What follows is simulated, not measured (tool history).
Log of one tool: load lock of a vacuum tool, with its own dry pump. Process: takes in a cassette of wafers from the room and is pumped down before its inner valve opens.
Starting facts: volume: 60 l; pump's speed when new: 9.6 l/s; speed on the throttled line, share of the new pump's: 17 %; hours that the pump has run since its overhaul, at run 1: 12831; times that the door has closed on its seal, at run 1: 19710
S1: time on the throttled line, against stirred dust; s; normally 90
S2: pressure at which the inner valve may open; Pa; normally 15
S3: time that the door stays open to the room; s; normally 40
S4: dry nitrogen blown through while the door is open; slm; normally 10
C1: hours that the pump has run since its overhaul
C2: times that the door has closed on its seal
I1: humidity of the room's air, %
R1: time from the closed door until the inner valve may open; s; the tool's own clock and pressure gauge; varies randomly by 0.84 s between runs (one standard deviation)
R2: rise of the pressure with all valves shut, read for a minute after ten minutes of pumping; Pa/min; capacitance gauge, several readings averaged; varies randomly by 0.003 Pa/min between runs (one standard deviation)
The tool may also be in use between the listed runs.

run 1 day=0 | S1=90 S2=15 S3=40 S4=10 | C1=12831 C2=19710 | I1=44.1 | R1=141.2 R2=0.18
run 2 day=10.825 | S1=71 S2=15 S3=40 S4=10 | C1=13091 C2=20726 | I1=46.4 | R1=126.7 R2=0.184
run 3 day=18.458 | S1=90 S2=15 S3=84 S4=10 | C1=13274 C2=21443 | I1=46.1 | R1=141.7 R2=0.222
run 4 day=28.729 | S1=90 S2=15 S3=40 S4=37 | C1=13521 C2=22407 | I1=46.8 | R1=141.2 R2=0.188
run 5 day=39.875 | S1=90 S2=15 S3=40 S4=10 | C1=13788 C2=23453 | I1=43.6 | R1=142.5 R2=0.218
run 6 day=55.354 | S1=90 S2=15 S3=40 S4=10 | C1=14160 C2=24907 | I1=46.9 | R1=142.7 R2=0.238
run 7 day=63.683 | S1=90 S2=15 S3=40 S4=10 | C1=14360 C2=25689 | I1=43.7 | R1=140.9 R2=0.249
run 8 day=78.142 | S1=90 S2=15 S3=40 S4=12 | C1=14707 C2=27046 | I1=45.9 | R1=143.6 R2=0.258
run 9 day=85.521 | S1=90 S2=15 S3=40 S4=12 | C1=14884 C2=27739 | I1=42.8 | R1=141.4 R2=0.267
-- day=90.883 door's seal changed, seat wiped
run 10 day=92.567 | S1=90 S2=15 S3=40 S4=12 | C1=15051 C2=158 | I1=46.2 | R1=144.1 R2=0.04
run 11 day=104.367 | S1=90 S2=15 S3=40 S4=32 | C1=15335 C2=1265 | I1=47 | R1=143 R2=0.034
run 12 day=115.85 | S1=90 S2=15 S3=40 S4=32 | C1=15610 C2=2344 | I1=43.4 | R1=143.1 R2=0.027
run 13 day=127.617 | S1=90 S2=15 S3=40 S4=32 | C1=15893 C2=3448 | I1=45.6 | R1=145.4 R2=0.033
run 14 day=142.371 | S1=90 S2=15 S3=40 S4=32 | C1=16247 C2=4833 | I1=45.9 | R1=144.9 R2=0.044
-- day=157.417 dry pump taken out, an overhauled one fitted
run 15 day=158.004 | S1=90 S2=15 S3=40 S4=32 | C1=14 C2=6278 | I1=44.9 | R1=130.2 R2=0.048
run 16 day=164.458 | S1=90 S2=15 S3=40 S4=32 | C1=169 C2=6884 | I1=44.5 | R1=129.5 R2=0.058
run 17 day=176.608 | S1=90 S2=15 S3=40 S4=32 | C1=461 C2=8025 | I1=44.4 | R1=129.3 R2=0.065
run 18 day=186.567 | S1=138 S2=12 S3=40 S4=10 | C1=700 C2=8959 | I1=43.9 | R1=172.8 R2=0.078
run 19 day=199.917 | S1=72 S2=12 S3=57 S4=10 | C1=1020 C2=10213 | I1=47.2 | R1=117.7 R2=0.095
run 20 day=214.571 | S1=72 S2=12 S3=57 S4=10 | C1=1372 C2=11588 | I1=45.1 | R1=117.7 R2=0.103
run 21 day=226.812 | S1=72 S2=12 S3=57 S4=10 | C1=1666 C2=12738 | I1=43.7 | R1=117.6 R2=0.109
run 22 day=233.908 | S1=90 S2=15 S3=140 S4=10 | C1=1836 C2=13404 | I1=41.8 | R1=130.3 R2=0.147
run 23 day=246.879 | S1=90 S2=15 S3=40 S4=9 | C1=2147 C2=14622 | I1=45 | R1=130.2 R2=0.12
run 24 day=261.646 | S1=90 S2=15 S3=77 S4=6 | C1=2501 C2=16008 | I1=46.8 | R1=131.5 R2=0.161
run 25 day=269.875 | S1=50 S2=15 S3=37 S4=8 | C1=2699 C2=16781 | I1=44.4 | R1=98.7 R2=0.139
run 26 day=285.112 | S1=50 S2=15 S3=37 S4=8 | C1=3065 C2=18212 | I1=47 | R1=98.3 R2=0.149
run 27 day=297.767 | S1=100 S2=21 S3=40 S4=12 | C1=3368 C2=19399 | I1=44 | R1=138 R2=0.162
run 28 day=312.875 | S1=90 S2=12 S3=40 S4=10 | C1=3731 C2=20818 | I1=47.2 | R1=133.8 R2=0.183
run 29 day=319.688 | S1=120 S2=15 S3=40 S4=5 | C1=3894 C2=21457 | I1=43.4 | R1=156.7 R2=0.189
run 30 day=329.729 | S1=120 S2=15 S3=40 S4=5 | C1=4136 C2=22400 | I1=43.3 | R1=156 R2=0.202
run 31 day=338.05 | S1=120 S2=30 S3=97 S4=17 | C1=4335 C2=23182 | I1=44.7 | R1=153.1 R2=0.228
run 32 day=347.592 | S1=45 S2=11 S3=97 S4=26 | C1=4564 C2=24077 | I1=46.3 | R1=98.4 R2=0.235

Below, some changes in R1 between adjacent runs. For each, the amount present without the hidden state too (settings, incoming material, random variation) and the amount remaining for the hidden state with gauge scatter not shared by both compared results:
Hidden state present: pump's speed, % of a new pump's; leak at the door's seal, Pa l/s; drift of the gauge itself on ready_s, %; drift of the gauge itself on rise_pa_min, %.
Run 1 -> 2: S1 90 -> 71. R1 -14.5 s: hidden state +1.1, all else -15.6.
Run 14 -> 15: dry pump taken out, an overhauled one fitted. R1 -14.7 s: hidden state -14.4, all else -0.3.
Run 17 -> 18: S1 90 -> 138, S2 15 -> 12, S4 32 -> 10. R1 +43.5 s: hidden state +0.1, all else +43.4.
Run 18 -> 19: S1 138 -> 72, S3 40 -> 57. R1 -55.1 s: hidden state +0.3, all else -55.4.
Run 31 -> 32: S1 120 -> 45, S2 30 -> 11, S4 17 -> 26. R1 -54.7 s: hidden state +1.5, all else -56.2.

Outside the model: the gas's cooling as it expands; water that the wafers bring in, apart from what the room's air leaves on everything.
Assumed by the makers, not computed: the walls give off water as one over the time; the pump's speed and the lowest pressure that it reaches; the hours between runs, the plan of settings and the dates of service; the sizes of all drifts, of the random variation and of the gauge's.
